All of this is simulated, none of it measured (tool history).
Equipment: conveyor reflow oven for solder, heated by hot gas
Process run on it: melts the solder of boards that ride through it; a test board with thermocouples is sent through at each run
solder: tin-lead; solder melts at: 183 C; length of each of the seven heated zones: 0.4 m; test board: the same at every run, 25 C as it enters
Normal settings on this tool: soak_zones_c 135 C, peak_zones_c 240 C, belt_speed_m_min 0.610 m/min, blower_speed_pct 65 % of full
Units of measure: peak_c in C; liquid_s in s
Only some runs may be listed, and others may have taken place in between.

Run 1, hour 0.0: usual settings. Result: peak_c 222.0 C, liquid_s 61.0 s.
Run 2, hour 68.4: usual settings but belt_speed_m_min 0.600 m/min. Result: peak_c 222.0 C, liquid_s 63.1 s.
Run 3, hour 116.2: usual settings but belt_speed_m_min 0.600 m/min. Result: peak_c 222.1 C, liquid_s 62.9 s.
At hour 171.0: flux residue cleaned out of gas plates and filters.
Run 4, hour 187.5: usual settings but belt_speed_m_min 0.600 m/min. Result: peak_c 223.3 C, liquid_s 63.8 s.
Run 5, hour 246.0: usual settings but belt_speed_m_min 0.600 m/min. Result: peak_c 222.9 C, liquid_s 63.8 s.
Run 6, hour 276.1: usual settings but belt_speed_m_min 0.600 m/min. Result: peak_c 222.8 C, liquid_s 63.5 s.
At hour 323.0: thermocouples of zones 6 and 7 changed.
Run 7, hour 327.7: usual settings. Result: peak_c 218.6 C, liquid_s 59.1 s.
Run 8, hour 377.1: usual settings. Result: peak_c 218.6 C, liquid_s 59.2 s.
At hour 413.0: flux residue cleaned out of gas plates and filters.
Run 9, hour 417.1: usual settings. Result: peak_c 219.4 C, liquid_s 60.4 s.
Run 10, hour 455.4: usual settings but peak_zones_c 239 C. Result: peak_c 218.7 C, liquid_s 59.6 s.
Run 11, hour 491.2: usual settings but soak_zones_c 148 C. Result: peak_c 222.1 C, liquid_s 67.2 s.
Run 12, hour 543.8: usual settings but soak_zones_c 139 C. Result: peak_c 220.2 C, liquid_s 62.4 s.
Run 13, hour 581.6: usual settings but soak_zones_c 139 C. Result: peak_c 219.9 C, liquid_s 62.8 s.
At hour 652.1: flux residue cleaned out of gas plates and filters.
Run 14, hour 652.1: usual settings but soak_zones_c 139 C. Result: peak_c 220.7 C, liquid_s 63.0 s.
Run 15, hour 698.4: usual settings but belt_speed_m_min 0.596 m/min. Result: peak_c 221.1 C, liquid_s 63.5 s.
Run 16, hour 768.2: usual settings but soak_zones_c 124 C, peak_zones_c 235 C, belt_speed_m_min 0.575 m/min, blower_speed_pct 55 % of full. Result: peak_c 212.6 C, liquid_s 54.0 s.
Run 17, hour 812.9: usual settings but soak_zones_c 127 C, peak_zones_c 244 C, belt_speed_m_min 0.598 m/min, blower_speed_pct 73 % of full. Result: peak_c 224.5 C, liquid_s 63.4 s.
Run 18, hour 857.1: usual settings but soak_zones_c 138 C, peak_zones_c 249 C, belt_speed_m_min 0.620 m/min, blower_speed_pct 90 % of full. Result: peak_c 233.3 C, liquid_s 69.7 s.
At hour 893.5: flux residue cleaned out of gas plates and filters.
Run 19, hour 909.7: usual settings but soak_zones_c 148 C, peak_zones_c 246 C, belt_speed_m_min 0.576 m/min. Result: peak_c 230.6 C, liquid_s 78.1 s.

Expected results for the next run?
Run 20, hour 941.3: usual settings but soak_zones_c 148 C, peak_zones_c 246 C, belt_speed_m_min 0.576 m/min. Result: peak_c ?, liquid_s ?.

peak_c: 230.6 C
liquid_s: 77.5 s
With no hidden state in the tool, this same run would have given peak_c 228.5 C, liquid_s 73.6 s.
